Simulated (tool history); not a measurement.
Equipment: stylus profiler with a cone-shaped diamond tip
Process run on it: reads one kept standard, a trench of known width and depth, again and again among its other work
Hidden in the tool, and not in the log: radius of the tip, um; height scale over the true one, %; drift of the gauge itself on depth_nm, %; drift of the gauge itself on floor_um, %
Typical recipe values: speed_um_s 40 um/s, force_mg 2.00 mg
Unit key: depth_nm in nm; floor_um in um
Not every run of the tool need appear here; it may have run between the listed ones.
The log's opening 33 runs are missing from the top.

run   hour  speed_um_s  force_mg  scans with this tip  hours of work since the height scale was calibrated  depth_nm  floor_um
 34  474.6         104      5.40                 9100                                                   98    513.25     24.65
 35  485.8          10      3.32                 9192                                                  105    509.54     24.80
 36  497.4          14      4.85                 9290                                                  112    512.18     24.82
 37  513.7          14      4.85                 9425                                                  121    512.26     24.79
 38  524.6          12      3.18                 9516                                                  127    509.59     24.77
 39  533.9          34      5.26                 9593                                                  133    512.98     24.73
 40  548.6          34      5.26                 9717                                                  142    512.92     24.81
 41  562.1         150      4.88                 9829                                                  149    512.42     24.44
 42  577.3         150      4.88                 9956                                                  158    512.10     24.42
 43  596.5          80      2.77                10116                                                  170    508.48     24.50
 44  608.7         111      4.96                10217                                                  177    512.57     24.53
 45  629.2          21      1.87                10388                                                  189    506.76     24.71
 46  648.2          21      1.87                10547                                                  200    506.90     24.69

Each row is a separate what-if for the run after 46, all from the same tool condition, not one after another. Results?
  A  665.2          12      1.71                10689                                                  210         ?         ?
  B  665.2          14      3.35                10689                                                  210         ?         ?
  C  665.2          40      0.86                10689                                                  210         ?         ?

run  depth_nm  floor_um
  A    506.63     24.73
  B    509.83     24.67
  C    504.33     24.54
The same runs, with their run-to-run variation unchanged, on a tool lacking any hidden condition would have given:
run  depth_nm  floor_um
  A    505.88     25.63
  B    509.08     25.57
  C    503.59     25.44
